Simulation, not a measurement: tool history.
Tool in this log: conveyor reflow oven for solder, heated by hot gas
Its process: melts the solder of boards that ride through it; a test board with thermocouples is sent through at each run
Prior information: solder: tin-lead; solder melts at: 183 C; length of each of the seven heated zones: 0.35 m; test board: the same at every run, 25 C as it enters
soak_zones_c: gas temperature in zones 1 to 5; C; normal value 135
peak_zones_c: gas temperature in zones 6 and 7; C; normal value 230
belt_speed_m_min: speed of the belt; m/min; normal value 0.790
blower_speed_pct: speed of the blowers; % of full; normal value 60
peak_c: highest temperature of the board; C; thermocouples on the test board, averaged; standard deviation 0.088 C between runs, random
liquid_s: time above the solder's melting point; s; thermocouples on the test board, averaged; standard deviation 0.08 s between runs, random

Run 1, day 0.000: usual settings. Result: peak_c 208.95 C, liquid_s 33.06 s.
At day 0.792: flux residue cleaned out of gas plates and filters.
Run 2, day 1.788: usual settings. Result: peak_c 210.95 C, liquid_s 34.89 s.
Run 3, day 2.729: usual settings. Result: peak_c 210.81 C, liquid_s 34.93 s.
Run 4, day 4.483: usual settings. Result: peak_c 210.84 C, liquid_s 34.63 s.
Run 5, day 6.046: usual settings but blower_speed_pct 72 % of full. Result: peak_c 214.62 C, liquid_s 37.79 s.
Run 6, day 6.817: usual settings. Result: peak_c 210.58 C, liquid_s 34.63 s.
At day 8.108: thermocouples of zones 6 and 7 changed.
Run 7, day 8.108: usual settings. Result: peak_c 207.94 C, liquid_s 32.90 s.
Run 8, day 9.096: usual settings but belt_speed_m_min 0.675 m/min. Result: peak_c 213.35 C, liquid_s 43.68 s.
Run 9, day 10.208: usual settings but belt_speed_m_min 0.675 m/min. Result: peak_c 213.37 C, liquid_s 43.55 s.
Run 10, day 11.812: usual settings. Result: peak_c 207.60 C, liquid_s 32.56 s.
Run 11, day 12.958: usual settings. Result: peak_c 207.70 C, liquid_s 32.51 s.
Run 12, day 14.442: usual settings. Result: peak_c 207.61 C, liquid_s 32.35 s.
Run 13, day 16.092: usual settings but soak_zones_c 134 C. Result: peak_c 207.25 C, liquid_s 31.96 s.
Run 14, day 17.188: usual settings but blower_speed_pct 54 % of full. Result: peak_c 205.32 C, liquid_s 30.09 s.
Run 15, day 17.950: usual settings. Result: peak_c 207.41 C, liquid_s 32.12 s.
Run 16, day 19.779: usual settings but soak_zones_c 144 C. Result: peak_c 209.42 C, liquid_s 36.25 s.
Run 17, day 20.888: usual settings but soak_zones_c 144 C. Result: peak_c 209.42 C, liquid_s 36.12 s.
Run 18, day 22.196: usual settings but soak_zones_c 144 C. Result: peak_c 209.50 C, liquid_s 36.08 s.
At day 22.512: flux residue cleaned out of gas plates and filters.
Run 19, day 23.525: usual settings but peak_zones_c 243 C, blower_speed_pct 53 % of full. Result: peak_c 216.71 C, liquid_s 38.49 s.
Run 20, day 25.008: usual settings but peak_zones_c 221 C, belt_speed_m_min 0.663 m/min. Result: peak_c 206.92 C, liquid_s 40.19 s.
Run 21, day 25.783: usual settings but peak_zones_c 221 C, belt_speed_m_min 0.742 m/min. Result: peak_c 203.50 C, liquid_s 32.08 s.
Run 22, day 27.388: usual settings but peak_zones_c 244 C, belt_speed_m_min 0.907 m/min, blower_speed_pct 62 % of full. Result: peak_c 215.19 C, liquid_s 32.60 s.
Run 23, day 28.721: usual settings but peak_zones_c 244 C, belt_speed_m_min 0.907 m/min, blower_speed_pct 62 % of full. Result: peak_c 215.09 C, liquid_s 32.55 s.
Run 24, day 30.488: usual settings but peak_zones_c 236 C, belt_speed_m_min 0.907 m/min, blower_speed_pct 79 % of full. Result: peak_c 214.67 C, liquid_s 32.86 s.
Run 25, day 31.612: usual settings but soak_zones_c 120 C, peak_zones_c 241 C, belt_speed_m_min 0.907 m/min, blower_speed_pct 56 % of full. Result: peak_c 205.74 C, liquid_s 23.47 s.
Run 26, day 32.462: usual settings but soak_zones_c 134 C, peak_zones_c 242 C, belt_speed_m_min 0.907 m/min, blower_speed_pct 56 % of full. Result: peak_c 210.29 C, liquid_s 29.02 s.
Run 27, day 33.321: usual settings but peak_zones_c 239 C, belt_speed_m_min 0.811 m/min. Result: peak_c 214.90 C, liquid_s 36.53 s.
Run 28, day 34.483: usual settings but peak_zones_c 239 C, belt_speed_m_min 0.871 m/min. Result: peak_c 211.79 C, liquid_s 31.85 s.
Run 29, day 36.021: usual settings but peak_zones_c 239 C, belt_speed_m_min 0.871 m/min. Result: peak_c 211.65 C, liquid_s 31.74 s.
Run 30, day 37.438: usual settings but peak_zones_c 239 C, belt_speed_m_min 0.871 m/min. Result: peak_c 211.76 C, liquid_s 31.83 s.

The same runs without the tool's hidden state, with the same run-to-run variation:
Hidden state present: heat that the gas passes to the board, % of a clean oven's; belt's true speed, % of the reading; true gas temperature in zones 6 and 7 over the reading, C; drift of the gauge itself on peak_c, C; drift of the gauge itself on liquid_s, %.
run  peak_c  liquid_s
  1  208.67     32.83
  2  208.72     32.99
  3  208.63     33.06
  4  208.75     32.83
  5  212.62     36.23
  6  208.63     32.92
  7  208.57     33.03
  8  213.99     43.67
  9  214.07     43.58
 10  208.46     32.87
 11  208.62     32.88
 12  208.61     32.79
 13  208.34     32.49
 14  206.35     30.65
 15  208.59     32.70
 16  210.60     36.74
 17  210.65     36.65
 18  210.79     36.65
 19  216.20     37.51
 20  206.61     39.21
 21  203.23     31.27
 22  215.05     31.95
 23  215.06     31.96
 24  214.94     32.45
 25  205.84     23.13
 26  210.41     28.57
 27  215.05     35.95
 28  212.06     31.45
 29  212.03     31.41
 30  212.22     31.55
